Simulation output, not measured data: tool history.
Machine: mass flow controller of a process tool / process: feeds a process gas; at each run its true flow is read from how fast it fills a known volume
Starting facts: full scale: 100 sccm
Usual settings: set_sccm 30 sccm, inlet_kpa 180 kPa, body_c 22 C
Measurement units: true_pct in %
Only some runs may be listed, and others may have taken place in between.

{"run": 1, "day": 0.0, "set_sccm": 30, "inlet_kpa": 180, "body_c": 22, "true_pct": 99.82}
{"run": 2, "day": 8.788, "set_sccm": 30, "inlet_kpa": 180, "body_c": 22, "true_pct": 99.72}
{"run": 3, "day": 14.379, "set_sccm": 30, "inlet_kpa": 180, "body_c": 22, "true_pct": 99.88}
{"run": 4, "day": 24.996, "set_sccm": 30, "inlet_kpa": 180, "body_c": 22, "true_pct": 99.72}
{"run": 5, "day": 36.725, "set_sccm": 30, "inlet_kpa": 180, "body_c": 22, "true_pct": 99.86}
{"run": 6, "day": 44.946, "set_sccm": 30, "inlet_kpa": 180, "body_c": 22, "true_pct": 99.96}
{"run": 7, "day": 55.671, "set_sccm": 30, "inlet_kpa": 180, "body_c": 22, "true_pct": 99.81}
{"run": 8, "day": 67.5, "set_sccm": 73, "inlet_kpa": 180, "body_c": 22, "true_pct": 99.92}
{"run": 9, "day": 73.221, "set_sccm": 73, "inlet_kpa": 180, "body_c": 22, "true_pct": 99.91}
{"day": 74.238, "done": "controller's zero set anew"}
{"run": 10, "day": 79.3, "set_sccm": 69, "inlet_kpa": 180, "body_c": 22, "true_pct": 99.97}
{"run": 11, "day": 85.0, "set_sccm": 69, "inlet_kpa": 180, "body_c": 22, "true_pct": 99.96}
{"run": 12, "day": 97.992, "set_sccm": 30, "inlet_kpa": 180, "body_c": 22, "true_pct": 100.23}
{"run": 13, "day": 109.542, "set_sccm": 30, "inlet_kpa": 180, "body_c": 22, "true_pct": 100.14}
{"run": 14, "day": 119.646, "set_sccm": 30, "inlet_kpa": 180, "body_c": 22, "true_pct": 100.1}
{"day": 121.929, "done": "controller's zero set anew, once more"}
{"run": 15, "day": 133.496, "set_sccm": 30, "inlet_kpa": 180, "body_c": 22, "true_pct": 99.48}
{"run": 16, "day": 144.121, "set_sccm": 12, "inlet_kpa": 179, "body_c": 22, "true_pct": 99.52}
{"run": 17, "day": 150.442, "set_sccm": 12, "inlet_kpa": 179, "body_c": 22, "true_pct": 99.74}
{"run": 18, "day": 158.004, "set_sccm": 11, "inlet_kpa": 180, "body_c": 22, "true_pct": 99.55}
{"run": 19, "day": 167.942, "set_sccm": 11, "inlet_kpa": 180, "body_c": 22, "true_pct": 99.72}
{"run": 20, "day": 178.121, "set_sccm": 62, "inlet_kpa": 236, "body_c": 29, "true_pct": 100.37}
{"run": 21, "day": 184.812, "set_sccm": 34, "inlet_kpa": 243, "body_c": 31, "true_pct": 100.44}
{"run": 22, "day": 191.688, "set_sccm": 12, "inlet_kpa": 239, "body_c": 27, "true_pct": 100.09}
{"run": 23, "day": 200.671, "set_sccm": 12, "inlet_kpa": 239, "body_c": 27, "true_pct": 100.06}
{"run": 24, "day": 212.133, "set_sccm": 12, "inlet_kpa": 191, "body_c": 27, "true_pct": 100.31}

5 options for the next run, each taken on its own from the tool as it stands now. Forecast them:
{"run": "A", "day": 222.808, "set_sccm": 60, "inlet_kpa": 159, "body_c": 23, "true_pct": "?"}
{"run": "B", "day": 222.808, "set_sccm": 12, "inlet_kpa": 233, "body_c": 23, "true_pct": "?"}
{"run": "C", "day": 222.808, "set_sccm": 89, "inlet_kpa": 253, "body_c": 23, "true_pct": "?"}
{"run": "D", "day": 222.808, "set_sccm": 30, "inlet_kpa": 213, "body_c": 22, "true_pct": "?"}
{"run": "E", "day": 222.808, "set_sccm": 47, "inlet_kpa": 168, "body_c": 22, "true_pct": "?"}

run=A true_pct=100.24
run=B true_pct=99.69
run=C true_pct=99.61
run=D true_pct=99.62
run=E true_pct=99.9
Without the tool's unlogged condition, the same runs would have read:
run=A true_pct=99.94
run=B true_pct=99.04
run=C true_pct=99.34
run=D true_pct=99.24
run=E true_pct=99.58

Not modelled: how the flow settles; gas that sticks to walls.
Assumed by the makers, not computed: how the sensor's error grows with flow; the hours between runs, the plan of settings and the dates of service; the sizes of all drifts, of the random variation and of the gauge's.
